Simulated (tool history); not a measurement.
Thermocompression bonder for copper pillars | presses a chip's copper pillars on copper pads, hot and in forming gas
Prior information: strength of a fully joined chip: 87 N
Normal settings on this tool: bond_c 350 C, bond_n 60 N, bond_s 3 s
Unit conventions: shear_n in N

run 1 day=0.000 | bond_c=350 bond_n=60 bond_s=3 | shear_n=38.6
run 2 day=0.862 | bond_c=350 bond_n=60 bond_s=2 | shear_n=33.0
run 3 day=1.933 | bond_c=350 bond_n=60 bond_s=2 | shear_n=32.9
run 4 day=2.692 | bond_c=350 bond_n=60 bond_s=2 | shear_n=33.2
run 5 day=3.504 | bond_c=350 bond_n=60 bond_s=3 | shear_n=38.5
run 6 day=4.362 | bond_c=354 bond_n=60 bond_s=3 | shear_n=39.8
run 7 day=5.571 | bond_c=354 bond_n=60 bond_s=3 | shear_n=39.7
run 8 day=6.554 | bond_c=350 bond_n=46 bond_s=3 | shear_n=29.5
run 9 day=7.679 | bond_c=350 bond_n=60 bond_s=6 | shear_n=49.1
run 10 day=8.525 | bond_c=350 bond_n=60 bond_s=6 | shear_n=49.0
run 11 day=9.708 | bond_c=350 bond_n=60 bond_s=6 | shear_n=49.0
run 12 day=10.367 | bond_c=350 bond_n=60 bond_s=6 | shear_n=49.3
run 13 day=11.125 | bond_c=350 bond_n=60 bond_s=6 | shear_n=49.2
run 14 day=11.962 | bond_c=350 bond_n=60 bond_s=6 | shear_n=48.9
run 15 day=12.467 | bond_c=350 bond_n=60 bond_s=6 | shear_n=49.1
run 16 day=13.462 | bond_c=350 bond_n=60 bond_s=6 | shear_n=48.9
run 17 day=14.067 | bond_c=350 bond_n=38 bond_s=3 | shear_n=23.9
run 18 day=14.896 | bond_c=350 bond_n=60 bond_s=3 | shear_n=38.6
run 19 day=15.933 | bond_c=372 bond_n=60 bond_s=3 | shear_n=44.5
run 20 day=16.758 | bond_c=372 bond_n=60 bond_s=3 | shear_n=44.7
run 21 day=17.404 | bond_c=372 bond_n=60 bond_s=3 | shear_n=44.7
run 22 day=18.504 | bond_c=367 bond_n=36 bond_s=2 | shear_n=21.6
run 23 day=19.633 | bond_c=345 bond_n=79 bond_s=6 | shear_n=59.4
run 24 day=20.217 | bond_c=354 bond_n=60 bond_s=3 | shear_n=39.6
run 25 day=20.721 | bond_c=354 bond_n=60 bond_s=3 | shear_n=39.9
run 26 day=21.708 | bond_c=354 bond_n=60 bond_s=3 | shear_n=40.0
run 27 day=22.467 | bond_c=337 bond_n=72 bond_s=7 | shear_n=55.1
run 28 day=23.267 | bond_c=324 bond_n=72 bond_s=3 | shear_n=38.3
run 29 day=23.796 | bond_c=350 bond_n=60 bond_s=2 | shear_n=33.0
run 30 day=24.900 | bond_c=360 bond_n=60 bond_s=6 | shear_n=52.2
run 31 day=25.862 | bond_c=350 bond_n=37 bond_s=3 | shear_n=23.1
run 32 day=26.912 | bond_c=356 bond_n=50 bond_s=3 | shear_n=33.5
run 33 day=27.775 | bond_c=356 bond_n=50 bond_s=3 | shear_n=33.5
run 34 day=28.508 | bond_c=377 bond_n=52 bond_s=6 | shear_n=50.9
run 35 day=29.171 | bond_c=350 bond_n=79 bond_s=4 | shear_n=54.2
run 36 day=30.104 | bond_c=373 bond_n=66 bond_s=9 | shear_n=65.9
run 37 day=31.192 | bond_c=350 bond_n=60 bond_s=4 | shear_n=43.1
run 38 day=32.379 | bond_c=350 bond_n=76 bond_s=2 | shear_n=42.2
run 39 day=33.383 | bond_c=328 bond_n=65 bond_s=2 | shear_n=30.3
run 40 day=33.946 | bond_c=366 bond_n=63 bond_s=5 | shear_n=52.9

Withheld: 2 entries from between the runs. Position of each, and hidden state at the listed run before versus the listed run after:
In the gap between runs 3 and 4: forming gas filter changed (day 2.338)
  oxide that the forming gas leaves, % of the face: 0.56 -> 0.5
In the gap between runs 22 and 23: forming gas filter changed (day 19.462)
  oxide that the forming gas leaves, % of the face: 0.56 -> 0.5
